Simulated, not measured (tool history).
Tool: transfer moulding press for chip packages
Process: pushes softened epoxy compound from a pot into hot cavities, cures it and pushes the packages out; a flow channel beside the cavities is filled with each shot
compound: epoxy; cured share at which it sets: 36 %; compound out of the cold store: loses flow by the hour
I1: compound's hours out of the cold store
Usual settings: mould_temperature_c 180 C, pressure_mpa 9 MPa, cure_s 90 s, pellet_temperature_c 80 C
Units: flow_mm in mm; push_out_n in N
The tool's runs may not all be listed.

run 1 hour=0 | mould_temperature_c=180 pressure_mpa=9 cure_s=90 pellet_temperature_c=80 | I1=34.5 | flow_mm=824 push_out_n=711
-- hour=13.9 plunger's sealing rings changed
-- hour=15.4 cavities cleaned with cleaning compound and waxed
run 2 hour=26.9 | mould_temperature_c=180 pressure_mpa=9 cure_s=90 pellet_temperature_c=80 | I1=38 | flow_mm=840 push_out_n=839
run 3 hour=50.5 | mould_temperature_c=180 pressure_mpa=9 cure_s=90 pellet_temperature_c=80 | I1=12.5 | flow_mm=920 push_out_n=876
-- hour=74.4 cavities cleaned with cleaning compound and waxed
run 4 hour=76.5 | mould_temperature_c=180 pressure_mpa=9 cure_s=90 pellet_temperature_c=80 | I1=46.2 | flow_mm=814 push_out_n=433
-- hour=95.5 mould's thermocouples calibrated
run 5 hour=106.5 | mould_temperature_c=180 pressure_mpa=9 cure_s=101 pellet_temperature_c=80 | I1=36.4 | flow_mm=841 push_out_n=562
-- hour=133.6 cavities cleaned with cleaning compound and waxed
run 6 hour=141.5 | mould_temperature_c=174 pressure_mpa=9 cure_s=90 pellet_temperature_c=80 | I1=47.2 | flow_mm=815 push_out_n=674
run 7 hour=179.7 | mould_temperature_c=175 pressure_mpa=9 cure_s=90 pellet_temperature_c=80 | I1=23.7 | flow_mm=881 push_out_n=973
-- hour=193 cavities cleaned with cleaning compound and waxed
run 8 hour=221.6 | mould_temperature_c=180 pressure_mpa=9 cure_s=90 pellet_temperature_c=80 | I1=47.1 | flow_mm=790 push_out_n=595
-- hour=232.3 cavities cleaned with cleaning compound and waxed, once more
run 9 hour=263.9 | mould_temperature_c=180 pressure_mpa=9.81 cure_s=90 pellet_temperature_c=80 | I1=44.3 | flow_mm=832 push_out_n=631
-- hour=291.2 plunger's sealing rings changed
-- hour=292.7 cavities cleaned with cleaning compound and waxed
run 10 hour=300.1 | mould_temperature_c=180 pressure_mpa=9.81 cure_s=90 pellet_temperature_c=80 | I1=29.4 | flow_mm=913 push_out_n=493
run 11 hour=330.9 | mould_temperature_c=180 pressure_mpa=9 cure_s=90 pellet_temperature_c=80 | I1=17.7 | flow_mm=902 push_out_n=712
-- hour=350.3 cavities cleaned with cleaning compound and waxed
run 12 hour=353.3 | mould_temperature_c=180 pressure_mpa=10.12 cure_s=90 pellet_temperature_c=80 | I1=40.6 | flow_mm=880 push_out_n=447
run 13 hour=384.8 | mould_temperature_c=180 pressure_mpa=9 cure_s=90 pellet_temperature_c=74 | I1=9.6 | flow_mm=923 push_out_n=687

Run 14 comes next. What will it give?
run 14 hour=404.7 | mould_temperature_c=180 pressure_mpa=7.96 cure_s=83 pellet_temperature_c=80 | I1=33.2 | flow_mm=? push_out_n=?

{"run 14": {"flow_mm": 793, "push_out_n": 860}}
Without the tool's hidden state the same run would have given flow_mm 811 mm, push_out_n 510 N.
